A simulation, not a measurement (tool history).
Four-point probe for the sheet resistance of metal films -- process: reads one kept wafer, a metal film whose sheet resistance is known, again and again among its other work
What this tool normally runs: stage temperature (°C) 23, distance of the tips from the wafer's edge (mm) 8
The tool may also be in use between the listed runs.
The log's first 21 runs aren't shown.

run,hour,stage temperature (°C),distance of the tips from the wafer's edge (mm),touches since the probe head was changed,hours of work since the stage's thermometer was calibrated,sheet resistance as the instrument gives it (ohm/square)
22,562.2,23,4,32630,47,0.439343
23,578.3,23,5,33460,58,0.431762
# hour 593: stage's thermometer calibrated, once more
24,606.4,26,46,34895,9,0.418537
25,641.2,26,46,36696,33,0.418277
26,663.3,23,9,37843,49,0.422408
27,680.6,23,31,38741,60,0.418461
28,709.7,21,4,40251,81,0.439407
29,747.8,21,4,42224,107,0.439144
30,773.1,21,4,43534,124,0.439145
31,793.4,21,15,44589,138,0.419299
32,827.4,23,41,46353,162,0.418055
33,858.6,23,41,47970,183,0.417708
34,892.3,23,24,49718,207,0.418158
35,916.3,34,4,50959,223,0.439303
36,938.8,28,9,52126,239,0.422034
37,974.1,28,9,53954,263,0.422
38,1008.7,26,9,55753,287,0.421774
39,1038,25,20,57272,307,0.418114
40,1054.3,33,68,58114,318,0.417554
41,1071.3,22,14,58996,330,0.41895
42,1098.4,22,14,60399,349,0.418917
43,1134.4,22,14,62265,374,0.418703
44,1154.1,20,60,63286,387,0.416844
45,1182,19,8,64733,407,0.422378
46,1214.7,24,3,66429,429,0.453275

Alternative continuations, all from the tool just after run 46; predict every row:
A,1246.5,29,6,68081,451,?
B,1246.5,32,55,68081,451,?
C,1246.5,32,15,68081,451,?

run,sheet resistance as the instrument gives it (ohm/square)
A,0.426687
B,0.417251
C,0.418714
The same runs, with their run-to-run variation unchanged, on a tool lacking any hidden condition would have given:
run,sheet resistance as the instrument gives it (ohm/square)
A,0.42922
B,0.419732
C,0.421202
